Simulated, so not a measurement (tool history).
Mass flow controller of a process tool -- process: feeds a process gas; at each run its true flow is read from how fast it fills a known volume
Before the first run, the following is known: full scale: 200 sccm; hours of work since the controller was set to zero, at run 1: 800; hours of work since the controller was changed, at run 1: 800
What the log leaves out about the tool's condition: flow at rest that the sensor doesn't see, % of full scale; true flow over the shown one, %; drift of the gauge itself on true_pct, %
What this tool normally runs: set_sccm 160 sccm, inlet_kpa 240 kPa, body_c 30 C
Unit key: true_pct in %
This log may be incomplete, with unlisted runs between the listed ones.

run,hour,set_sccm,inlet_kpa,body_c,hours of work since the controller was set to zero,hours of work since the controller was changed,true_pct
1,0,160,240,30,800,800,98.98
2,94.1,160,240,30,865,865,99.1
3,184.7,32,240,30,927,927,97
4,279.2,32,240,30,992,992,96.97
5,329,160,240,32,1026,1026,99.1
6,413.7,160,240,32,1084,1084,99.03
7,494.4,160,240,32,1139,1139,99.2
8,559.8,160,205,30,1184,1184,99.3
9,615.6,160,240,26,1222,1222,99.39
10,692.3,160,240,26,1275,1275,99.31
11,773,160,240,20,1330,1330,99.6
12,850.2,160,240,20,1383,1383,99.68
13,930.3,160,240,20,1438,1438,99.58
14,1010.3,160,240,23,1493,1493,99.53
15,1050.9,160,240,23,1521,1521,99.5
16,1103.4,160,149,21,1557,1557,100.32
17,1168.7,110,198,27,1601,1601,99.01
18,1264.3,160,240,33,1667,1667,99.22
19,1313.2,165,240,30,1701,1701,99.35
20,1358.8,165,240,30,1732,1732,99.48
21,1430.5,160,168,31,1781,1781,99.85
22,1497,102,168,30,1827,1827,99.07
23,1573.2,34,195,20,1879,1879,97.67
24,1657.4,34,195,29,1937,1937,97.15
25,1715.3,121,175,23,1976,1976,99.66
26,1789.8,121,175,23,2027,2027,99.72

Each row is a separate what-if for the run after 26, all from the same tool condition, not one after another. Results?
A,1866.7,82,172,30,2080,2080,?
B,1866.7,121,190,36,2080,2080,?
C,1866.7,121,214,24,2080,2080,?
D,1866.7,23,175,22,2080,2080,?
E,1866.7,50,240,30,2080,2080,?

run,true_pct
A,98.63
B,98.96
C,99.29
D,97.02
E,97.41
What these runs would have given with no unlogged condition in the tool:
run,true_pct
A,98.5
B,98.65
C,98.98
D,98.29
E,97.63
